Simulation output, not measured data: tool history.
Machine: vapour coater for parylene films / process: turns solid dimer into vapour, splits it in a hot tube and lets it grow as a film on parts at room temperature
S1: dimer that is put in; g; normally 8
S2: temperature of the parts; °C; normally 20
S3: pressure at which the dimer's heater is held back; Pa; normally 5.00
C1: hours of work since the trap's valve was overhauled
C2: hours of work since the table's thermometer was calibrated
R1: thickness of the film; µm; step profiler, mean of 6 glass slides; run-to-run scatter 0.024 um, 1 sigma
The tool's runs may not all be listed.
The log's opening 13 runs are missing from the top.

run 14 hour=257.2 | S1=8 S2=20 S3=4.26 | C1=244 C2=626 | R1=1.45
run 15 hour=285.1 | S1=8 S2=20 S3=4.26 | C1=257 C2=639 | R1=1.46
run 16 hour=316.0 | S1=8 S2=20 S3=4.26 | C1=272 C2=653 | R1=1.45
run 17 hour=341.1 | S1=8 S2=20 S3=4.26 | C1=284 C2=665 | R1=1.44
run 18 hour=368.5 | S1=8 S2=20 S3=4.26 | C1=297 C2=678 | R1=1.44
run 19 hour=384.4 | S1=8 S2=20 S3=4.26 | C1=304 C2=686 | R1=1.44
run 20 hour=404.1 | S1=8 S2=20 S3=4.26 | C1=313 C2=695 | R1=1.38
-- hour=410.8 trap's valve overhauled
run 21 hour=439.6 | S1=8 S2=17 S3=4.24 | C1=14 C2=710 | R1=1.51
run 22 hour=459.2 | S1=8 S2=17 S3=4.24 | C1=23 C2=719 | R1=1.46
run 23 hour=482.9 | S1=8 S2=17 S3=4.24 | C1=34 C2=730 | R1=1.48
-- hour=495.8 trap's valve overhauled, once more
run 24 hour=503.2 | S1=8 S2=13 S3=6.28 | C1=4 C2=738 | R1=2.01
run 25 hour=530.0 | S1=8 S2=13 S3=6.28 | C1=16 C2=750 | R1=2.04
run 26 hour=542.9 | S1=4 S2=23 S3=10.45 | C1=22 C2=756 | R1=0.65
run 27 hour=572.6 | S1=11 S2=13 S3=4.05 | C1=36 C2=770 | R1=2.78
run 28 hour=589.3 | S1=10 S2=20 S3=7.86 | C1=44 C2=778 | R1=1.93
run 29 hour=610.7 | S1=8 S2=27 S3=4.23 | C1=54 C2=788 | R1=1.20
run 30 hour=636.1 | S1=8 S2=20 S3=3.22 | C1=66 C2=800 | R1=1.59
run 31 hour=649.4 | S1=11 S2=15 S3=6.34 | C1=72 C2=806 | R1=2.51
run 32 hour=674.1 | S1=12 S2=14 S3=6.34 | C1=84 C2=818 | R1=2.85
run 33 hour=690.4 | S1=12 S2=14 S3=6.34 | C1=92 C2=826 | R1=2.85
run 34 hour=706.3 | S1=12 S2=14 S3=6.34 | C1=99 C2=833 | R1=2.85
run 35 hour=725.6 | S1=12 S2=14 S3=6.34 | C1=108 C2=842 | R1=2.79

The next listed run, before its measurement:
run 36 hour=752.5 | S1=4 S2=22 S3=10.94 | C1=121 C2=855 | R1=?

R1: 0.71 µm
Take away the tool's hidden state, keep the run-to-run variation as it was, and the same run would have given R1 0.75 µm.
